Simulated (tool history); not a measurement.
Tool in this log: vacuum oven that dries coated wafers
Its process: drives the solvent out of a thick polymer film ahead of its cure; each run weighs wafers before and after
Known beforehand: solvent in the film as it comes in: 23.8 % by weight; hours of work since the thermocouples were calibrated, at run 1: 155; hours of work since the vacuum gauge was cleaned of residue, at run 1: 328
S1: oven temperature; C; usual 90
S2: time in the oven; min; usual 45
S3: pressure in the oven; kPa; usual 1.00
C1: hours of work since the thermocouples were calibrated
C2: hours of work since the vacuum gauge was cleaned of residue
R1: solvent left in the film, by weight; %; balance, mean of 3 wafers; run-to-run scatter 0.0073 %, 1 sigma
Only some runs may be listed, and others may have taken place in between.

run 1 day=0.000 | S1=90 S2=45 S3=1.00 | C1=155 C2=328 | R1=1.440
run 2 day=0.279 | S1=90 S2=45 S3=1.00 | C1=159 C2=332 | R1=1.442
run 3 day=0.750 | S1=90 S2=45 S3=1.00 | C1=165 C2=339 | R1=1.426
run 4 day=1.225 | S1=91 S2=45 S3=1.00 | C1=172 C2=346 | R1=1.294
run 5 day=1.479 | S1=90 S2=45 S3=1.00 | C1=176 C2=349 | R1=1.442
run 6 day=1.954 | S1=94 S2=45 S3=1.00 | C1=182 C2=356 | R1=0.962
run 7 day=2.183 | S1=94 S2=45 S3=1.00 | C1=186 C2=359 | R1=0.951
run 8 day=2.504 | S1=85 S2=45 S3=1.00 | C1=190 C2=364 | R1=2.347
run 9 day=2.862 | S1=99 S2=45 S3=1.00 | C1=195 C2=369 | R1=0.587
run 10 day=3.125 | S1=99 S2=45 S3=1.00 | C1=199 C2=372 | R1=0.597
run 11 day=3.417 | S1=99 S2=45 S3=1.00 | C1=203 C2=377 | R1=0.590
run 12 day=3.742 | S1=102 S2=50 S3=2.26 | C1=208 C2=381 | R1=0.818
run 13 day=4.054 | S1=102 S2=31 S3=2.26 | C1=212 C2=386 | R1=1.252
run 14 day=4.308 | S1=93 S2=49 S3=0.78 | C1=215 C2=389 | R1=0.807

Alternative continuations, all from the tool just after run 14; predict every row:
run A day=4.742 | S1=90 S2=47 S3=1.00 | C1=222 C2=395 | R1=?
run B day=4.742 | S1=87 S2=48 S3=1.00 | C1=222 C2=395 | R1=?
run C day=4.742 | S1=80 S2=24 S3=0.78 | C1=222 C2=395 | R1=?
run D day=4.742 | S1=90 S2=55 S3=1.00 | C1=222 C2=395 | R1=?
run E day=4.742 | S1=90 S2=45 S3=0.99 | C1=222 C2=395 | R1=?

run=A R1=1.318
run=B R1=1.721
run=C R1=7.462
run=D R1=1.015
run=E R1=1.432
Had the tool no hidden state, the same runs would have come out as:
run=A R1=1.310
run=B R1=1.721
run=C R1=7.541
run=D R1=0.991
run=E R1=1.429
